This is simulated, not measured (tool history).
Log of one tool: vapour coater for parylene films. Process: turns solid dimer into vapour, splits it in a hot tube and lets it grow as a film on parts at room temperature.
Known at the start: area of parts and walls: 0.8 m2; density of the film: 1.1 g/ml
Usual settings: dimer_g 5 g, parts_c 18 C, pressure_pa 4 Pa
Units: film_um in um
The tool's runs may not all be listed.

| run | hour | dimer_g | parts_c | pressure_pa | film_um |
|---|---|---|---|---|---|
| 1 | 0 | 5 | 18 | 4 | 3.79 |
| 2 | 49 | 5 | 18 | 4 | 3.87 |
| 3 | 89.5 | 8 | 18 | 4 | 6.2 |
| 4 | 139.5 | 3 | 18 | 4 | 2.29 |
| 5 | 187.2 | 3 | 18 | 4 | 2.37 |
| 6 | 252 | 5 | 18 | 4 | 3.86 |
| 7 | 300.4 | 5 | 18 | 4 | 3.78 |
|  | 325.4 | trap's valve overhauled |
| 8 | 358.3 | 5 | 18 | 4 | 3.88 |
| 9 | 442.7 | 5 | 18 | 4 | 3.92 |
| 10 | 505.7 | 5 | 18 | 4 | 3.94 |
| 11 | 585.1 | 5 | 18 | 4 | 3.79 |
| 12 | 654.2 | 5 | 18 | 4 | 3.83 |
|  | 663.1 | trap's valve overhauled |
| 13 | 710.4 | 5 | 18 | 4 | 3.85 |
| 14 | 792.2 | 2 | 18 | 4 | 1.55 |
|  | 825.2 | table's thermometer calibrated |
| 15 | 850.4 | 5 | 18 | 2.57 | 4.23 |
| 16 | 933.6 | 7 | 11 | 7.64 | 6.08 |
|  | 1002.2 | trap's valve overhauled |
| 17 | 1007.5 | 6 | 10 | 2.74 | 6.71 |
| 18 | 1049.9 | 6 | 10 | 2.74 | 6.61 |
| 19 | 1102.5 | 6 | 10 | 2.74 | 6.67 |
| 20 | 1175.8 | 5 | 30 | 2.74 | 2.6 |
| 21 | 1217.3 | 9 | 20 | 5.27 | 5.94 |
| 22 | 1288.2 | 4 | 18 | 5.82 | 2.8 |
|  | 1341 | trap's valve overhauled |
| 23 | 1356.4 | 3 | 18 | 6.67 | 2.06 |
| 24 | 1428.6 | 3 | 18 | 6.67 | 2.06 |
| 25 | 1501.9 | 2 | 29 | 8.12 | 0.8 |
| 26 | 1539.2 | 5 | 24 | 4 | 3.02 |
| 27 | 1607.7 | 5 | 16 | 5.43 | 3.86 |
| 28 | 1661.1 | 4 | 13 | 6.37 | 3.4 |
|  | 1680.2 | trap's valve overhauled |
| 29 | 1726.9 | 7 | 18 | 11.41 | 4.23 |

Forecast each of these 4 alternatives for the next run:
|  | 1745.3 | table's thermometer calibrated |
| A | 1790.1 | 4 | 10 | 2.48 | ? |
|  | 1745.3 | table's thermometer calibrated |
| B | 1790.1 | 7 | 10 | 6.66 | ? |
|  | 1745.3 | table's thermometer calibrated |
| C | 1790.1 | 3 | 18 | 7.27 | ? |
|  | 1745.3 | table's thermometer calibrated |
| D | 1790.1 | 3 | 27 | 4 | ? |

| run | film_um |
|---|---|
| A | 4.49 |
| B | 6.6 |
| C | 1.95 |
| D | 1.57 |
Without the tool's hidden state the same runs would have given:
| run | film_um |
|---|---|
| A | 4.5 |
| B | 6.61 |
| C | 1.96 |
| D | 1.58 |
